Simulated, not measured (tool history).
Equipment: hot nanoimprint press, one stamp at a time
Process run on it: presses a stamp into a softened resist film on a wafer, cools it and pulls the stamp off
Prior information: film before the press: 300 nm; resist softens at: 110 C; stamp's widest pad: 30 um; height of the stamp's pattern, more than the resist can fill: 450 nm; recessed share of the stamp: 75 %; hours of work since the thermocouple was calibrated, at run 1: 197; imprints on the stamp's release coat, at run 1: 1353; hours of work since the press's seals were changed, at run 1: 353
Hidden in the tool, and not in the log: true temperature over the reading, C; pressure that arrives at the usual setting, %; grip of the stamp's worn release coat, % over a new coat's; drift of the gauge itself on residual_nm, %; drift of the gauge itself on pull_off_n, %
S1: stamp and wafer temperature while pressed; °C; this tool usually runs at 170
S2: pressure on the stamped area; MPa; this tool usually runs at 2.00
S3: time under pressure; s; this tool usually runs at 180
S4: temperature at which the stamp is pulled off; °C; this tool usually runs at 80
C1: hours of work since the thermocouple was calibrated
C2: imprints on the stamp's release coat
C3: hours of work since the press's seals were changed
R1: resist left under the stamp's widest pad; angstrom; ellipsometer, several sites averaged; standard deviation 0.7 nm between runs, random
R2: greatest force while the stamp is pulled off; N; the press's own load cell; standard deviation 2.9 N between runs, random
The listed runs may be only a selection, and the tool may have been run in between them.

run	day	S1	S2	S3	S4	C1	C2	C3	R1	R2
1	0.000	170	2.00	180	80	197	1353	353	1078	166
2	0.483	170	2.00	109	80	203	1392	359	1325	165
3	1.108	170	2.00	180	80	211	1443	367	1080	165
4	1.612	170	2.00	180	80	218	1484	374	1082	171
5	2.192	170	2.00	180	80	225	1531	381	1069	161
6	2.871	170	2.00	180	68	233	1586	389	1069	215
7	3.242	170	2.00	180	68	238	1616	394	1058	216
8	3.617	170	2.00	180	68	243	1647	399	1065	222
9	4.058	170	2.00	180	68	248	1683	404	1067	217
10	4.625	170	2.00	180	80	255	1729	411	1060	170
11	4.921	170	2.00	93	80	259	1753	415	1405	175
12	5.312	170	2.00	93	80	264	1785	420	1408	172
13	5.821	170	2.00	180	80	270	1826	426	1067	174
14	6.367	170	2.00	180	80	277	1871	433	1068	177
15	6.867	170	2.00	180	80	284	1911	440	1073	179
# day 7.171: stamp cleaned and given a new release coat
16	7.758	170	2.00	180	80	292	47	448	1057	140
17	8.296	170	2.00	92	65	298	91	454	1396	180
18	8.675	170	2.80	221	80	303	122	459	819	137
19	9.183	170	2.80	221	80	310	163	466	820	144
20	9.796	166	1.72	262	73	317	213	473	1224	158
21	10.138	170	2.00	334	87	322	241	478	799	124
22	10.425	170	1.21	180	75	325	265	481	1315	155
23	10.900	170	2.68	172	75	331	303	487	951	157
24	11.250	170	2.68	172	75	336	332	492	948	161
25	11.633	159	2.00	166	80	340	363	496	1948	143
26	12.288	171	2.00	253	80	349	416	505	855	147
27	12.575	180	2.00	130	80	352	439	508	719	147
28	13.000	165	2.64	289	80	358	474	514	1018	144
29	13.296	165	2.64	289	80	361	498	517	1016	147

Here are 4 independent what-if runs from the current tool condition. What would each one return?
A	13.962	165	1.22	95	80	370	552	526	?	?
B	13.962	162	2.00	180	74	370	552	526	?	?
C	13.962	161	2.64	289	75	370	552	526	?	?
D	13.962	159	1.30	94	80	370	552	526	?	?

run	R1	R2
A	2032	146
B	1634	168
C	1303	159
D	2455	150
What these runs would have given with no unlogged condition in the tool:
run	R1	R2
A	2069	137
B	1673	157
C	1338	149
D	2486	141
